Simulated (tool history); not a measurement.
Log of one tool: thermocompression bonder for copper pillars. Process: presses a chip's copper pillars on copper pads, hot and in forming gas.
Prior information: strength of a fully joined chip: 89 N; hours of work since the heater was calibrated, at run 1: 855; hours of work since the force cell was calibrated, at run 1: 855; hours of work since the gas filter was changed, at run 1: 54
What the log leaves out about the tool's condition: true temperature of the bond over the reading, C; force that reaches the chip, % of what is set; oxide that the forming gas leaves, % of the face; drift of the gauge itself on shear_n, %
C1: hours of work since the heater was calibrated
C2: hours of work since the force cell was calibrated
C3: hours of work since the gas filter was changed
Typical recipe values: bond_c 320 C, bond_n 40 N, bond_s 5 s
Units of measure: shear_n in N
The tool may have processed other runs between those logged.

run 1 day=0.000 | bond_c=320 bond_n=40 bond_s=5 | C1=855 C2=855 C3=54 | shear_n=42.9
-- day=0.383 force cell calibrated
run 2 day=1.908 | bond_c=320 bond_n=31 bond_s=5 | C1=887 C2=27 C3=87 | shear_n=37.6
run 3 day=5.079 | bond_c=320 bond_n=40 bond_s=5 | C1=944 C2=84 C3=144 | shear_n=40.8
run 4 day=7.504 | bond_c=315 bond_n=40 bond_s=5 | C1=987 C2=127 C3=187 | shear_n=39.8
run 5 day=10.775 | bond_c=315 bond_n=40 bond_s=5 | C1=1045 C2=185 C3=245 | shear_n=40.0
run 6 day=13.271 | bond_c=315 bond_n=40 bond_s=5 | C1=1090 C2=229 C3=289 | shear_n=39.5
run 7 day=16.258 | bond_c=315 bond_n=39 bond_s=5 | C1=1143 C2=283 C3=342 | shear_n=39.3
run 8 day=19.638 | bond_c=315 bond_n=39 bond_s=5 | C1=1203 C2=343 C3=403 | shear_n=39.4
run 9 day=22.596 | bond_c=315 bond_n=39 bond_s=5 | C1=1255 C2=395 C3=455 | shear_n=39.1
-- day=23.604 forming gas filter changed
-- day=23.925 heater calibrated with a thermocouple chip
run 10 day=24.383 | bond_c=342 bond_n=39 bond_s=10 | C1=8 C2=425 C3=12 | shear_n=56.9
run 11 day=25.842 | bond_c=342 bond_n=39 bond_s=10 | C1=34 C2=451 C3=38 | shear_n=57.4
run 12 day=28.167 | bond_c=293 bond_n=27 bond_s=4 | C1=75 C2=493 C3=80 | shear_n=23.8
run 13 day=30.208 | bond_c=293 bond_n=27 bond_s=4 | C1=112 C2=529 C3=116 | shear_n=23.7
run 14 day=33.500 | bond_c=320 bond_n=54 bond_s=6 | C1=170 C2=587 C3=175 | shear_n=47.3
run 15 day=35.325 | bond_c=329 bond_n=34 bond_s=12 | C1=203 C2=620 C3=207 | shear_n=52.3
run 16 day=37.700 | bond_c=329 bond_n=34 bond_s=12 | C1=245 C2=662 C3=249 | shear_n=50.9

Measured minus without-hidden-state, run by run (identical run-to-run variation in each term; gauge scatter may differ):
run=1 shear_n=+3.3
run=2 shear_n=+2.5
run=3 shear_n=+2.3
run=4 shear_n=+2.3
run=5 shear_n=+2.1
run=6 shear_n=+1.9
run=7 shear_n=+1.7
run=8 shear_n=+1.5
run=9 shear_n=+1.3
run=10 shear_n=+0.2
run=11 shear_n=+0.0
run=12 shear_n=+0.0
run=13 shear_n=+0.0
run=14 shear_n=-0.5
run=15 shear_n=-0.8
run=16 shear_n=-1.1
